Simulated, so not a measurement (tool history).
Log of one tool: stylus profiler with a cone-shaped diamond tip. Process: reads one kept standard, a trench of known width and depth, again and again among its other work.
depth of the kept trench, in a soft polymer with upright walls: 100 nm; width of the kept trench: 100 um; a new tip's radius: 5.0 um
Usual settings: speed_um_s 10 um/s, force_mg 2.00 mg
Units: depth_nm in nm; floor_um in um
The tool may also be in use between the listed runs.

run	hour	speed_um_s	force_mg	depth_nm	floor_um
1	0.0	10	2.00	101.28	97.87
2	49.6	39	2.00	101.34	97.70
3	72.1	10	2.81	101.85	97.87
4	122.1	10	2.81	101.67	97.96
5	174.2	10	2.81	101.83	97.88
6	202.3	21	2.00	101.41	97.88
7	228.0	21	2.00	101.30	97.83
8	258.0	21	2.00	101.42	97.86
9	283.9	10	2.65	101.72	97.93
10	333.4	14	2.85	101.76	97.90
11	384.6	9	5.72	102.90	97.93
12	414.6	3	1.21	100.99	98.01
13	439.6	24	5.03	102.63	97.93
14	477.5	22	4.11	102.26	97.87
15	517.7	22	4.11	102.35	97.87
16	559.3	2	2.62	101.62	98.00
17	602.7	2	2.62	101.69	97.99

3 ways to go on from here, each from the tool as it stands after run 17. What would each give?
A	634.5	2	2.98	?	?
B	634.5	21	1.00	?	?
C	634.5	11	1.53	?	?

run	depth_nm	floor_um
A	101.88	97.98
B	100.84	97.75
C	101.15	97.85
Without the tool's hidden state the same runs would have given:
run	depth_nm	floor_um
A	101.88	98.01
B	100.85	97.77
C	101.15	97.88
